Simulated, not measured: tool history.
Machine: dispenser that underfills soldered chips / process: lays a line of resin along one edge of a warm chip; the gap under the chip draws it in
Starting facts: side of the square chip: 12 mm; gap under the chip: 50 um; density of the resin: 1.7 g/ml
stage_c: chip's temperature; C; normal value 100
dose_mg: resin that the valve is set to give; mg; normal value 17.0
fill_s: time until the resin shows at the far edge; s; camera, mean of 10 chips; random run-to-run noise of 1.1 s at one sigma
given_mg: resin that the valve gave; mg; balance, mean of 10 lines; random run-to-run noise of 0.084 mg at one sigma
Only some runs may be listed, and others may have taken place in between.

{"run": 1, "hour": 0.0, "stage_c": 100, "dose_mg": 17.0, "fill_s": 127.4, "given_mg": 16.69}
{"hour": 5.0, "done": "new syringe of resin"}
{"run": 2, "hour": 5.1, "stage_c": 100, "dose_mg": 17.0, "fill_s": 103.0, "given_mg": 16.91}
{"run": 3, "hour": 11.0, "stage_c": 101, "dose_mg": 17.0, "fill_s": 129.1, "given_mg": 16.74}
{"run": 4, "hour": 13.8, "stage_c": 101, "dose_mg": 17.0, "fill_s": 148.5, "given_mg": 16.69}
{"hour": 14.9, "done": "new syringe of resin"}
{"run": 5, "hour": 17.8, "stage_c": 101, "dose_mg": 17.0, "fill_s": 112.7, "given_mg": 16.61}
{"run": 6, "hour": 21.1, "stage_c": 100, "dose_mg": 17.0, "fill_s": 137.4, "given_mg": 16.66}
{"hour": 25.2, "done": "new syringe of resin"}
{"run": 7, "hour": 25.8, "stage_c": 99, "dose_mg": 17.0, "fill_s": 112.9, "given_mg": 16.46}
{"run": 8, "hour": 29.8, "stage_c": 99, "dose_mg": 17.0, "fill_s": 133.3, "given_mg": 16.48}
{"hour": 35.2, "done": "new syringe of resin"}
{"run": 9, "hour": 35.5, "stage_c": 99, "dose_mg": 17.0, "fill_s": 108.8, "given_mg": 16.51}
{"run": 10, "hour": 39.5, "stage_c": 99, "dose_mg": 17.0, "fill_s": 129.5, "given_mg": 16.53}
{"hour": 45.3, "done": "new syringe of resin"}
{"run": 11, "hour": 46.4, "stage_c": 99, "dose_mg": 17.0, "fill_s": 114.7, "given_mg": 16.28}
{"run": 12, "hour": 51.8, "stage_c": 106, "dose_mg": 17.8, "fill_s": 114.7, "given_mg": 17.24}
{"hour": 55.5, "done": "new syringe of resin"}
{"run": 13, "hour": 56.6, "stage_c": 106, "dose_mg": 21.2, "fill_s": 89.3, "given_mg": 20.23}
{"run": 14, "hour": 60.6, "stage_c": 106, "dose_mg": 21.2, "fill_s": 104.5, "given_mg": 20.45}

Expected results for the next run?
{"run": 15, "hour": 64.6, "stage_c": 106, "dose_mg": 21.2, "fill_s": "?", "given_mg": "?"}

{"run 15": {"fill_s": 125.3, "given_mg": 20.34}}
Had the tool carried no hidden state, the very same run would have given fill_s 80.1 s, given_mg 21.31 mg.
